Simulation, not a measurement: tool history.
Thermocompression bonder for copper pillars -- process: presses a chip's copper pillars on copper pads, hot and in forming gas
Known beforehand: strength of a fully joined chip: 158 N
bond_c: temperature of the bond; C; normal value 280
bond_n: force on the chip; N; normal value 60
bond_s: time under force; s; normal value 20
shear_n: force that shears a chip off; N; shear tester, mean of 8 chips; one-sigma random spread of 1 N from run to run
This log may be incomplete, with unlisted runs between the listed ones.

Run 1, day 0: usual settings. Result: shear_n 89.2 N.
Run 2, day 0.879: usual settings. Result: shear_n 87.3 N.
Run 3, day 1.346: usual settings. Result: shear_n 88.6 N.
Run 4, day 2.112: usual settings. Result: shear_n 86.3 N.
At day 2.317: forming gas filter changed.
Run 5, day 2.704: usual settings but bond_s 33 s. Result: shear_n 103 N.
Run 6, day 3.379: usual settings but bond_c 279 C. Result: shear_n 89.8 N.
Run 7, day 3.988: usual settings but bond_c 279 C. Result: shear_n 89.4 N.
Run 8, day 4.842: usual settings. Result: shear_n 91.3 N.
Run 9, day 5.658: usual settings. Result: shear_n 87.6 N.
Run 10, day 6.396: usual settings but bond_n 48 N. Result: shear_n 75.8 N.
Run 11, day 6.788: usual settings but bond_n 48 N. Result: shear_n 74.9 N.
Run 12, day 7.542: usual settings but bond_n 48 N. Result: shear_n 77.8 N.
Run 13, day 8.133: usual settings. Result: shear_n 86.4 N.
Run 14, day 8.8: usual settings. Result: shear_n 85.9 N.
At day 8.967: forming gas filter changed.
Run 15, day 9.588: usual settings. Result: shear_n 89.9 N.
Run 16, day 10.412: usual settings. Result: shear_n 90.3 N.
Run 17, day 11.104: usual settings. Result: shear_n 90.8 N.
Run 18, day 11.962: usual settings but bond_c 307 C. Result: shear_n 116.3 N.
Run 19, day 12.75: usual settings but bond_c 307 C. Result: shear_n 114.2 N.
Run 20, day 13.667: usual settings but bond_c 307 C. Result: shear_n 113 N.
Run 21, day 14.246: usual settings but bond_c 279 C, bond_n 78 N. Result: shear_n 101.5 N.
Run 22, day 14.95: usual settings but bond_c 301 C, bond_s 29 s. Result: shear_n 116 N.
At day 15.571: forming gas filter changed.
Run 23, day 15.658: usual settings but bond_c 301 C, bond_n 87 N, bond_s 15 s. Result: shear_n 122.4 N.
Run 24, day 16.15: usual settings but bond_c 266 C, bond_n 37 N, bond_s 57 s. Result: shear_n 79.5 N.
Run 25, day 16.546: usual settings but bond_c 253 C, bond_n 54 N, bond_s 11 s. Result: shear_n 45.7 N.
Run 26, day 17.321: usual settings but bond_c 277 C, bond_n 54 N, bond_s 21 s. Result: shear_n 84.5 N.
Run 27, day 18.196: usual settings but bond_c 299 C, bond_s 56 s. Result: shear_n 131.7 N.
Run 28, day 19.096: usual settings but bond_n 84 N, bond_s 39 s. Result: shear_n 123.5 N.
Run 29, day 19.871: usual settings but bond_c 299 C. Result: shear_n 105.2 N.
Run 30, day 20.712: usual settings but bond_c 272 C, bond_n 40 N, bond_s 33 s. Result: shear_n 73.4 N.
Run 31, day 21.571: usual settings but bond_c 272 C, bond_n 40 N, bond_s 33 s. Result: shear_n 73.2 N.
At day 22.171: forming gas filter changed.
Run 32, day 22.479: usual settings but bond_c 272 C, bond_n 49 N, bond_s 16 s. Result: shear_n 66.4 N.
Run 33, day 23.354: usual settings but bond_c 282 C, bond_n 69 N, bond_s 16 s. Result: shear_n 93 N.
Run 34, day 23.775: usual settings but bond_c 297 C, bond_n 47 N, bond_s 44 s. Result: shear_n 116 N.
Run 35, day 24.608: usual settings but bond_c 297 C, bond_n 47 N, bond_s 44 s. Result: shear_n 114 N.
Run 36, day 25.458: usual settings but bond_c 297 C, bond_n 47 N, bond_s 44 s. Result: shear_n 112.5 N.
Run 37, day 26.233: usual settings but bond_c 308 C, bond_n 48 N, bond_s 56 s. Result: shear_n 130.8 N.
Run 38, day 27.029: usual settings but bond_c 308 C, bond_n 48 N, bond_s 56 s. Result: shear_n 130.6 N.
Run 39, day 27.567: usual settings but bond_c 308 C, bond_n 53 N, bond_s 22 s. Result: shear_n 109.7 N.

Run by run, hidden condition taken away, random variation retained:
What the log doesn't record here: true temperature of the bond over the reading, C; force that reaches the chip, % of what is set; oxide that the forming gas leaves, % of the face; drift of the gauge itself on shear_n, %.
run  shear_n
  1     91.5
  2     90.2
  3     91.9
  4     90.2
  5    102.5
  6     89.8
  7     89.9
  8     92.5
  9     89.5
 10     77.8
 11     77.1
 12     80.7
 13     90.1
 14     90.1
 15     89.7
 16     90.6
 17     91.7
 18    118.3
 19      117
 20    116.8
 21    105.4
 22    121.3
 23    121.9
 24     79.4
 25     45.8
 26     85.1
 27    134.3
 28      127
 29    108.6
 30     76.2
 31     76.7
 32     66.1
 33     93.3
 34    116.9
 35    115.8
 36    115.2
 37    134.9
 38    135.5
 39      114

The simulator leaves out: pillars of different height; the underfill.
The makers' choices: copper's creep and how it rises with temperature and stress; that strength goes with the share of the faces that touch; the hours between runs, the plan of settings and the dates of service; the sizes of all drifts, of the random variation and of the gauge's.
